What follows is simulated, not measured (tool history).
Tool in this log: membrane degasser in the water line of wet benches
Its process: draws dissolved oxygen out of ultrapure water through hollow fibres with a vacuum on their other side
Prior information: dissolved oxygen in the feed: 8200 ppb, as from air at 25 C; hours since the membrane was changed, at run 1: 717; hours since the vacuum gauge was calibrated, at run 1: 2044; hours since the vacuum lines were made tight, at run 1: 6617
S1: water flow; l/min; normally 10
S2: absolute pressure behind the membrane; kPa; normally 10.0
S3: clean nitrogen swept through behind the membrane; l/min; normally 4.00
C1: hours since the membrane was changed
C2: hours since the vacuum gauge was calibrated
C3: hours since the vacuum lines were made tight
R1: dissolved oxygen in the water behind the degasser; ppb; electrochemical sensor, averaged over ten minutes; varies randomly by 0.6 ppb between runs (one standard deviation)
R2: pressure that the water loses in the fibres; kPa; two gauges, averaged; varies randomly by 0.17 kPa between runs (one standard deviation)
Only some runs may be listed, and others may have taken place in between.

run    hour  S1    S2     S3    C1    C2     C3     R1     R2
  1     0.0  10  10.0   4.00   717  2044   6617   55.3  27.21
  2   121.0  10  10.0   4.00   838  2165   6738   54.7  27.54
  3   314.5  10  10.0   4.00  1031  2358   6932   55.4  27.31
  4   442.2  10  10.0   4.00  1159  2486   7060   54.9  27.26
  5   549.8  10  10.0   4.00  1267  2594   7167   54.5  27.48
  6   719.4  10  10.0   4.00  1436  2763   7337   54.6  27.35
  7   819.8  10  20.6   4.00  1537  2864   7437  123.4  27.64
  8   934.2  10  20.6   4.00  1651  2978   7552  124.0  27.48
  9  1035.5  10  11.9   4.00  1752  3079   7653   67.8  27.47
 10  1131.3  10  11.9   2.77  1848  3175   7749   92.1  27.53
 11  1299.0  10  10.0   4.00  2016  3343   7916   55.7  27.20
 12  1379.3  10  10.0   4.00  2096  3423   7997   55.4  27.61
 13  1561.6  10  10.0   4.00  2278  3606   8179   55.9  27.61
 14  1686.2  10  10.0   4.00  2403  3730   8304   55.5  27.40
 15  1798.0  10  10.0   4.00  2515  3842   8415   56.2  27.71
 16  1909.5  10  10.0   4.00  2626  3954   8527   55.6  27.56
 17  2040.7  10  10.0   6.01  2758  4085   8658   41.9  27.59
 18  2187.2  14  10.0  11.26  2904  4231   8805   83.9  38.75
 19  2355.6   9  18.7   2.09  3072  4400   8973  178.1  24.78
 20  2440.0   9  18.7   2.09  3157  4484   9058  176.3  25.16
 21  2575.2  10   8.6   2.79  3292  4619   9193   63.8  27.53
 22  2673.8   8  10.0   3.45  3391  4718   9291   45.9  22.32
 23  2768.9  10  18.8   2.00  3486  4813   9386  213.1  27.78
 24  2899.6  10  18.8   7.23  3616  4944   9517   68.0  27.91
 25  3079.1  10  18.8   7.23  3796  5123   9697   69.5  27.62
 26  3210.4  14  16.9   4.32  3927  5254   9828  178.1  38.60
 27  3374.3  15  14.7   4.32  4091  5418   9992  185.3  41.77
 28  3558.9  10  13.1   4.00  4276  5603  10176   79.3  28.01
 29  3729.4   8  13.5   6.85  4446  5773  10347   36.1  22.57
 30  3906.2   8  10.3   2.86  4623  5950  10524   57.2  22.32
 31  4064.4   8  10.3   2.86  4781  6108  10682   58.4  22.48

Run 32 is up next; what results do you expect?
 32  4219.3   8  10.3  2.86  4936  6263  10837   ?   ?

{"run 32": {"R1": 58.2, "R2": 22.21}}
With no hidden state in the tool, this same run would have given R1 51.6 ppb, R2 21.57 kPa.
